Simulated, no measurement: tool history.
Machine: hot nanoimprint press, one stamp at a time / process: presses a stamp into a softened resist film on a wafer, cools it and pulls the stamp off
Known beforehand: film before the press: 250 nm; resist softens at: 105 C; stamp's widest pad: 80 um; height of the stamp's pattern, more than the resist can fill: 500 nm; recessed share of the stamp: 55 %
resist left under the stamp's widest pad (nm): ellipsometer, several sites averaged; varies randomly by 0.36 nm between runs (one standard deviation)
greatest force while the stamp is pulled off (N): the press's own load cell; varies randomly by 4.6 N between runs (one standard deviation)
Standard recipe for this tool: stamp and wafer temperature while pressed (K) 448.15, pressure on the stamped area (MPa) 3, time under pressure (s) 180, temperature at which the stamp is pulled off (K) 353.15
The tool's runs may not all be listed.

run,day,stamp and wafer temperature while pressed (K),pressure on the stamped area (MPa),time under pressure (s),temperature at which the stamp is pulled off (K),resist left under the stamp's widest pad (nm),greatest force while the stamp is pulled off (N)
1,0,448.15,3,180,353.15,133.4,223
2,0.558,448.15,3,180,353.15,133.8,229
3,0.862,448.15,3,180,353.15,133.2,229
4,1.288,448.15,3,180,353.15,133.6,218
5,1.838,448.15,3,180,342.15,133.3,240
6,2.229,448.15,3,180,342.15,133.8,248
7,2.892,448.15,3,180,342.15,133.1,240
8,3.617,448.15,3,180,342.15,133,244
9,4.362,448.15,3,180,342.15,133.5,240
10,4.712,448.15,3,180,342.15,133.6,235
11,5.175,448.15,3,180,342.15,133.2,243
12,5.654,448.15,3,217,353.15,125.5,219
13,6.338,448.15,3,194,353.15,129.5,225
14,6.825,448.15,3,180,353.15,133,227
15,7.229,448.15,3,180,353.15,133.5,227
16,7.633,448.15,2.82,180,340.15,136.8,245
17,8.175,448.15,2.82,180,340.15,137,255
18,8.925,440.15,4.01,102,353.15,178.1,224
19,9.612,448.15,2.02,274,340.15,139,242
20,10.146,452.15,4.21,180,353.15,98.3,232
21,10.617,452.15,4.21,180,353.15,97.9,229
22,11.1,456.15,1.86,180,353.15,128.4,228
23,11.838,448.15,3.36,180,353.15,126.6,226
24,12.529,450.15,3.3,177,340.15,120,243
25,12.996,449.15,3.5,263,351.15,105.2,238
26,13.679,449.15,1.94,263,351.15,138.1,228
27,14.175,449.15,1.94,263,351.15,138.1,230

Forecast run 28:
28,14.7,444.15,3,242,349.15,?,?

Logged for run 28: resist left under the stamp's widest pad (nm) 139.3, greatest force while the stamp is pulled off (N) 235.
Minus the tool's unlogged condition, the same run would have read resist left under the stamp's widest pad (nm) 139.4, greatest force while the stamp is pulled off (N) 233.
